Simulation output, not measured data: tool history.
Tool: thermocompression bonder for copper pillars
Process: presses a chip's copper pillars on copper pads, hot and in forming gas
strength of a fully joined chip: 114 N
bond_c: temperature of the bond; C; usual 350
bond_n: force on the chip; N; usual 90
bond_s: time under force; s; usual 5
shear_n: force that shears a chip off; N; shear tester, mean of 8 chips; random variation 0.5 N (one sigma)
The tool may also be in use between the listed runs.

{"run": 1, "hour": 0.0, "bond_c": 350, "bond_n": 90, "bond_s": 5, "shear_n": 51.3}
{"run": 2, "hour": 19.4, "bond_c": 370, "bond_n": 90, "bond_s": 5, "shear_n": 61.7}
{"run": 3, "hour": 32.4, "bond_c": 370, "bond_n": 90, "bond_s": 5, "shear_n": 61.8}
{"run": 4, "hour": 55.7, "bond_c": 350, "bond_n": 90, "bond_s": 15, "shear_n": 74.2}
{"run": 5, "hour": 76.7, "bond_c": 350, "bond_n": 90, "bond_s": 8, "shear_n": 61.0}
{"run": 6, "hour": 101.1, "bond_c": 350, "bond_n": 90, "bond_s": 5, "shear_n": 52.0}
{"run": 7, "hour": 112.6, "bond_c": 350, "bond_n": 90, "bond_s": 13, "shear_n": 69.9}
{"run": 8, "hour": 133.1, "bond_c": 350, "bond_n": 90, "bond_s": 13, "shear_n": 71.5}
{"run": 9, "hour": 154.0, "bond_c": 350, "bond_n": 90, "bond_s": 13, "shear_n": 69.6}
{"run": 10, "hour": 175.1, "bond_c": 350, "bond_n": 90, "bond_s": 13, "shear_n": 70.8}
{"run": 11, "hour": 199.8, "bond_c": 350, "bond_n": 90, "bond_s": 13, "shear_n": 71.1}
{"run": 12, "hour": 217.4, "bond_c": 378, "bond_n": 90, "bond_s": 5, "shear_n": 66.8}
{"run": 13, "hour": 235.8, "bond_c": 378, "bond_n": 90, "bond_s": 5, "shear_n": 65.2}
{"run": 14, "hour": 247.0, "bond_c": 378, "bond_n": 90, "bond_s": 5, "shear_n": 65.8}
{"run": 15, "hour": 270.1, "bond_c": 365, "bond_n": 54, "bond_s": 3, "shear_n": 32.5}
{"run": 16, "hour": 292.6, "bond_c": 365, "bond_n": 54, "bond_s": 3, "shear_n": 32.4}
{"run": 17, "hour": 310.7, "bond_c": 341, "bond_n": 90, "bond_s": 3, "shear_n": 38.3}
{"run": 18, "hour": 330.1, "bond_c": 360, "bond_n": 68, "bond_s": 5, "shear_n": 46.3}
{"run": 19, "hour": 342.6, "bond_c": 377, "bond_n": 68, "bond_s": 5, "shear_n": 52.8}
{"run": 20, "hour": 355.7, "bond_c": 377, "bond_n": 111, "bond_s": 4, "shear_n": 69.7}
{"run": 21, "hour": 369.8, "bond_c": 377, "bond_n": 111, "bond_s": 4, "shear_n": 68.8}
{"run": 22, "hour": 387.8, "bond_c": 342, "bond_n": 92, "bond_s": 5, "shear_n": 48.1}
{"run": 23, "hour": 405.3, "bond_c": 332, "bond_n": 90, "bond_s": 7, "shear_n": 48.2}
{"run": 24, "hour": 423.6, "bond_c": 332, "bond_n": 90, "bond_s": 7, "shear_n": 48.1}
{"run": 25, "hour": 442.7, "bond_c": 332, "bond_n": 90, "bond_s": 7, "shear_n": 48.2}
{"hour": 459.5, "done": "forming gas filter changed"}
{"run": 26, "hour": 461.8, "bond_c": 332, "bond_n": 90, "bond_s": 7, "shear_n": 50.0}

Forecast each of these 5 alternatives for the next run:
{"run": "A", "hour": 475.7, "bond_c": 322, "bond_n": 57, "bond_s": 7, "shear_n": "?"}
{"run": "B", "hour": 475.7, "bond_c": 332, "bond_n": 126, "bond_s": 7, "shear_n": "?"}
{"run": "C", "hour": 475.7, "bond_c": 368, "bond_n": 60, "bond_s": 6, "shear_n": "?"}
{"run": "D", "hour": 475.7, "bond_c": 332, "bond_n": 71, "bond_s": 8, "shear_n": "?"}
{"run": "E", "hour": 475.7, "bond_c": 333, "bond_n": 68, "bond_s": 7, "shear_n": "?"}

run=A shear_n=29.6
run=B shear_n=63.6
run=C shear_n=49.7
run=D shear_n=44.2
run=E shear_n=39.6
Without the tool's hidden state the same runs would have given:
run=A shear_n=27.5
run=B shear_n=60.2
run=C shear_n=47.2
run=D shear_n=41.5
run=E shear_n=37.0
